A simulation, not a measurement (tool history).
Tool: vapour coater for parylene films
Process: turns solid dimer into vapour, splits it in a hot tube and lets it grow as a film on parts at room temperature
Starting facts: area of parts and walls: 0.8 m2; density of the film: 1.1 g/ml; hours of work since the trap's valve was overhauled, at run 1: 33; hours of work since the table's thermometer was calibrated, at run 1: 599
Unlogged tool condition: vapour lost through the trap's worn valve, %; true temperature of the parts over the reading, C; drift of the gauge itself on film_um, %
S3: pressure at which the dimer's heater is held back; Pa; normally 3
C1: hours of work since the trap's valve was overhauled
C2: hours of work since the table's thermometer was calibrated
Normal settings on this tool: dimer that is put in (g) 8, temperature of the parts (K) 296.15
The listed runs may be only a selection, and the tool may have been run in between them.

Run 1, day 0: usual settings; C1 33; C2 599. Result: thickness of the film (µm) 5.2.
Run 2, day 2.208: usual settings; C1 72; C2 639. Result: thickness of the film (µm) 5.14.
Run 3, day 4.142: usual settings; C1 107; C2 674. Result: thickness of the film (µm) 5.09.
Run 4, day 6.179: usual settings; C1 143; C2 710. Result: thickness of the film (µm) 5.04.
Run 5, day 8.279: usual settings but S3 2.4 Pa; C1 181; C2 748. Result: thickness of the film (µm) 5.11.
Run 6, day 9.612: usual settings but S3 2.4 Pa; C1 205; C2 772. Result: thickness of the film (µm) 5.02.
Run 7, day 10.883: usual settings but S3 2.4 Pa; C1 228; C2 794. Result: thickness of the film (µm) 5.03.
Run 8, day 12.271: usual settings but S3 2.4 Pa; C1 252; C2 819. Result: thickness of the film (µm) 4.98.
Run 9, day 14.067: usual settings but S3 2.4 Pa; C1 285; C2 851. Result: thickness of the film (µm) 5.
At day 16.662: trap's valve overhauled.
Run 10, day 16.662: usual settings but dimer that is put in (g) 13; C1 0; C2 895. Result: thickness of the film (µm) 8.61.
Run 11, day 19.408: usual settings; C1 49; C2 944. Result: thickness of the film (µm) 5.16.
Run 12, day 21.479: usual settings; C1 86; C2 981. Result: thickness of the film (µm) 5.15.
Run 13, day 23.771: usual settings but dimer that is put in (g) 4; C1 127; C2 1022. Result: thickness of the film (µm) 2.47.
Run 14, day 26.688: usual settings but dimer that is put in (g) 14; C1 180; C2 1074. Result: thickness of the film (µm) 8.72.
Run 15, day 28.325: usual settings but dimer that is put in (g) 4; C1 209; C2 1104. Result: thickness of the film (µm) 2.46.
At day 29.825: table's thermometer calibrated.
Run 16, day 31.462: usual settings; C1 264; C2 29. Result: thickness of the film (µm) 5.04.
Run 17, day 34.483: usual settings but temperature of the parts (K) 302.15; C1 318; C2 83. Result: thickness of the film (µm) 4.05.
At day 35.021: trap's valve overhauled.
At day 36.471: table's thermometer calibrated, once more.
Run 18, day 36.483: usual settings but temperature of the parts (K) 299.15, S3 2.67 Pa; C1 25; C2 0. Result: thickness of the film (µm) 4.77.
Run 19, day 38.058: usual settings but temperature of the parts (K) 307.15; C1 54; C2 28. Result: thickness of the film (µm) 3.66.
Run 20, day 40.4: usual settings but dimer that is put in (g) 12; C1 96; C2 70. Result: thickness of the film (µm) 7.43.
Run 21, day 42.988: usual settings but dimer that is put in (g) 6, temperature of the parts (K) 298.15, S3 9.93 Pa; C1 142; C2 117. Result: thickness of the film (µm) 2.93.
Run 22, day 45.846: usual settings but dimer that is put in (g) 6, temperature of the parts (K) 293.15, S3 8.72 Pa; C1 193; C2 168. Result: thickness of the film (µm) 3.36.
Run 23, day 48.829: usual settings but dimer that is put in (g) 6, temperature of the parts (K) 293.15, S3 8.72 Pa; C1 247; C2 221. Result: thickness of the film (µm) 3.37.
Run 24, day 50.154: usual settings but S3 6.26 Pa; C1 270; C2 245. Result: thickness of the film (µm) 4.33.
Run 25, day 51.592: usual settings but temperature of the parts (K) 306.15, S3 7.51 Pa; C1 296; C2 271. Result: thickness of the film (µm) 2.98.
At day 53.375: trap's valve overhauled.
Run 26, day 53.579: usual settings but temperature of the parts (K) 306.15, S3 7.51 Pa; C1 4; C2 303. Result: thickness of the film (µm) 3.42.
Run 27, day 56.538: usual settings but temperature of the parts (K) 306.15, S3 7.51 Pa; C1 57; C2 356. Result: thickness of the film (µm) 3.4.
Run 28, day 59.521: usual settings but dimer that is put in (g) 7, temperature of the parts (K) 306.15, S3 11.78 Pa; C1 110; C2 410. Result: thickness of the film (µm) 2.67.
Run 29, day 62.596: usual settings but dimer that is put in (g) 4, temperature of the parts (K) 291.15, S3 11.68 Pa; C1 165; C2 465. Result: thickness of the film (µm) 2.39.
Run 30, day 64.496: usual settings but dimer that is put in (g) 10, S3 3.3 Pa; C1 199; C2 499. Result: thickness of the film (µm) 6.1.
Run 31, day 67.212: usual settings but S3 2.06 Pa; C1 248; C2 548. Result: thickness of the film (µm) 5.12.
Run 32, day 68.771: usual settings but dimer that is put in (g) 6, S3 4.46 Pa; C1 276; C2 576. Result: thickness of the film (µm) 3.38.
Run 33, day 71.196: usual settings but dimer that is put in (g) 10, S3 5.91 Pa; C1 319; C2 619. Result: thickness of the film (µm) 5.32.

Branching from run 33: 5 alternative next runs. What would each branch give?
At day 71.65: trap's valve overhauled.
Run A, day 73.05: usual settings but temperature of the parts (K) 290.15; C1 25; C2 649. Result: thickness of the film (µm) ?.
At day 71.65: trap's valve overhauled.
Run B, day 73.05: usual settings but dimer that is put in (g) 4; C1 25; C2 649. Result: thickness of the film (µm) ?.
At day 71.65: trap's valve overhauled.
Run C, day 73.05: usual settings but dimer that is put in (g) 5, temperature of the parts (K) 306.15, S3 3.05 Pa; C1 25; C2 649. Result: thickness of the film (µm) ?.
At day 71.65: trap's valve overhauled.
Run D, day 73.05: usual settings but dimer that is put in (g) 7, temperature of the parts (K) 307.15, S3 5.91 Pa; C1 25; C2 649. Result: thickness of the film (µm) ?.
At day 71.65: trap's valve overhauled.
Run E, day 73.05: usual settings but dimer that is put in (g) 12, S3 5.91 Pa; C1 25; C2 649. Result: thickness of the film (µm) ?.

run  thickness of the film (µm)
  A                        6.24
  B                        2.61
  C                        2.39
  D                        2.97
  E                        7.19
Had the tool no hidden state, the same runs would have come out as:
run  thickness of the film (µm)
  A                        6.16
  B                        2.58
  C                        2.36
  D                        2.93
  E                         7.1

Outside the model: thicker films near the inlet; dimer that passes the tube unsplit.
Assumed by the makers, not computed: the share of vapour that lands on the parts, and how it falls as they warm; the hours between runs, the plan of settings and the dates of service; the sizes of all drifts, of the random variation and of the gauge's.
